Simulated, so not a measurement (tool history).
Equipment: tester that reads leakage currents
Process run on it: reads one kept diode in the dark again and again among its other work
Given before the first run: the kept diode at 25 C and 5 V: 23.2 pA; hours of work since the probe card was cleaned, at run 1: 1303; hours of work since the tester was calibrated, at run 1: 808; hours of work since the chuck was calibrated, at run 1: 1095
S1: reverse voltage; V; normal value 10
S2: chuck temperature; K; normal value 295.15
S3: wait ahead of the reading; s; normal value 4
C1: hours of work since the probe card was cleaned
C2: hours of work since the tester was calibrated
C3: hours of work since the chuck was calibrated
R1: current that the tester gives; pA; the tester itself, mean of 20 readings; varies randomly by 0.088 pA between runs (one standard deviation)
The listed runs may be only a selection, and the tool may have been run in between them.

run	hour	S1	S2	S3	C1	C2	C3	R1
1	0	10	295.15	4	1303	808	1095	47.13
2	83.3	10	295.15	2.53	1359	864	1150	48.39
3	140.4	10	295.15	0.33	1397	902	1188	52.2
4	209.7	10	295.15	0.33	1443	948	1235	53.48
5	269.6	10	295.15	4	1483	988	1275	50.77
6	346.2	5.8	295.15	4	1534	1039	1326	36.24
# hour 405.4: probe card cleaned and baked
7	445.8	5.8	295.15	4	27	1103	1390	45.43
8	539.7	5.8	295.15	4	90	1166	1453	46.08
9	598.2	5.8	295.15	4	128	1205	1491	46.49
10	665.7	5.8	295.15	4	173	1250	1536	47.26
11	733.3	10	295.15	4	218	1295	1581	70.49
12	817.1	10	297.15	4	274	1351	1637	77.03
# hour 826.3: chuck's temperature calibrated
# hour 874: probe card cleaned and baked, once more
13	874	10	297.15	4	0	1385	30	28.31
14	924.2	14.2	295.15	4	33	1419	63	28.82
15	967.9	14.2	295.15	4	63	1448	92	29.54
16	1071.9	14.2	295.15	4	132	1517	162	31.11
17	1175.7	14.2	295.15	4	201	1586	231	32.98
18	1241.8	14.2	295.15	4	245	1630	275	34.1
19	1309.2	14.2	295.15	4	290	1675	320	35.21
20	1395.1	10	295.15	4	347	1732	377	30.7
21	1470	9	295.15	6.67	397	1782	427	29.68
22	1558.6	1.4	308.15	1.4	456	1841	486	34.03
23	1624.3	5.2	297.15	5.28	500	1885	530	27.08
24	1706.1	14.6	294.15	1.6	554	1939	584	41.14
25	1770.3	1.2	308.15	4	597	1982	627	32.63
26	1851.1	1.2	308.15	4	651	2036	681	32.78
27	1949.3	1.2	308.15	4	716	2102	746	33.05
28	2001	10	295.15	2.89	751	2136	781	38.2
29	2084.5	13.8	295.15	0.85	807	2192	836	49.55
30	2129	7.2	319.15	3.39	836	2221	866	155.97
31	2178.6	10	295.15	0.49	869	2254	899	42.03
32	2238.1	6.2	307.15	4	909	2294	939	65.77
33	2319.1	10	312.15	2.64	963	2348	993	116.53
34	2383.4	10	312.15	2.64	1006	2391	1035	117.34
35	2445.1	10	295.15	3.69	1047	2432	1077	43.82
36	2520.7	10	298.15	7.32	1097	2482	1127	51.99
37	2597.9	5.4	322.15	4	1149	2534	1178	175.45
38	2688.6	9.9	322.15	4	1209	2594	1239	231.91
39	2772.2	9.9	322.15	4	1265	2650	1295	232.52
40	2837.6	9.9	322.15	4	1308	2693	1338	233.63

The logged runs with the hidden state left out (each run's random variation unchanged):
Hidden state present: stray current of the dirty probe card, pA a volt; current scale over the true one, %; true chuck temperature over the reading, C; drift of the gauge itself on leakage_pa, %.
run	R1
1	24.05
2	24.19
3	27.36
4	27.57
5	24.09
6	19.44
7	19.42
8	19.39
9	19.37
10	19.5
11	23.97
12	28.41
13	28.25
14	27.88
15	27.86
16	27.77
17	27.8
18	27.75
19	27.68
20	24.19
21	22.97
22	31.61
23	21.77
24	26.49
25	29.76
26	29.65
27	29.61
28	24.26
29	29.24
30	136
31	26.04
32	52.1
33	92.62
34	92.4
35	24.29
36	30.82
37	150.11
38	191.79
39	190.73
40	190.42

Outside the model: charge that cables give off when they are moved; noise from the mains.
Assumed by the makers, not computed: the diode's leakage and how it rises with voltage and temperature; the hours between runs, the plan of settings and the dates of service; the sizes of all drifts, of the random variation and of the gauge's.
